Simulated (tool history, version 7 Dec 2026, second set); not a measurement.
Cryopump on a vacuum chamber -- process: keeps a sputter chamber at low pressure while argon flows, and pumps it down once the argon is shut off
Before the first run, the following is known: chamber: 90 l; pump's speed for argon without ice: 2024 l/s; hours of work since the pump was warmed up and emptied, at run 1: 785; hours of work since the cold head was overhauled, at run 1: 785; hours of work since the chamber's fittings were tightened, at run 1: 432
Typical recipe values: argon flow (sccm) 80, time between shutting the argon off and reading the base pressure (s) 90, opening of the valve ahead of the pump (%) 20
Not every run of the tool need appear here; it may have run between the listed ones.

run,hour,argon flow (sccm),time between shutting the argon off and reading the base pressure (s),opening of the valve ahead of the pump (%),hours of work since the pump was warmed up and emptied,hours of work since the cold head was overhauled,hours of work since the chamber's fittings were tightened,pressure while argon flows (Pa),pressure after the wait (uPa)
1,0.0,80,90,20,785,785,432,0.3620,1.29
2,33.9,80,90,20,815,815,461,0.3688,1.37
# hour 69.3: pump warmed up, emptied and cooled again
3,71.4,80,90,20,2,843,489,0.3354,1.19
4,97.7,80,90,20,25,866,512,0.3358,1.21
5,123.9,101,90,20,47,889,535,0.4214,1.21
6,150.3,101,90,20,70,911,558,0.4267,1.22
7,169.3,114,90,20,87,928,574,0.4769,1.30
8,194.0,114,90,20,108,949,596,0.4807,1.29
9,221.9,114,90,20,132,973,620,0.4804,1.29
10,244.1,80,55,20,151,993,639,0.3378,1.70
11,265.2,80,296,20,170,1011,657,0.3400,0.94
12,298.5,80,90,20,199,1040,686,0.3404,1.37
13,316.5,80,90,20,214,1055,702,0.3437,1.37
14,353.3,80,90,20,246,1087,734,0.3420,1.43
15,388.0,80,90,20,276,1117,764,0.3468,1.49
16,422.8,80,90,20,306,1148,794,0.3462,1.52
17,447.8,80,95,20,328,1169,816,0.3478,1.50
18,482.2,80,95,20,358,1199,846,0.3471,1.57
19,502.7,80,95,20,376,1217,863,0.3493,1.58
20,523.0,80,95,21,393,1234,881,0.3350,1.63
21,555.5,41,40,20,421,1263,909,0.1802,2.50
22,576.8,87,40,24,440,1281,928,0.3214,2.48
23,603.6,87,40,24,463,1304,951,0.3210,2.47
24,620.5,84,116,18,478,1319,965,0.4089,1.69
25,648.8,118,117,16,502,1344,990,0.6431,1.75

The next listed run, before its measurement:
26,683.6,49,60,30,533,1374,1020,?,?

pressure while argon flows (Pa): 0.1486
pressure after the wait (uPa): 2.16
With no hidden state in the tool, this same run would have given pressure while argon flows (Pa) 0.1365, pressure after the wait (uPa) 1.08.

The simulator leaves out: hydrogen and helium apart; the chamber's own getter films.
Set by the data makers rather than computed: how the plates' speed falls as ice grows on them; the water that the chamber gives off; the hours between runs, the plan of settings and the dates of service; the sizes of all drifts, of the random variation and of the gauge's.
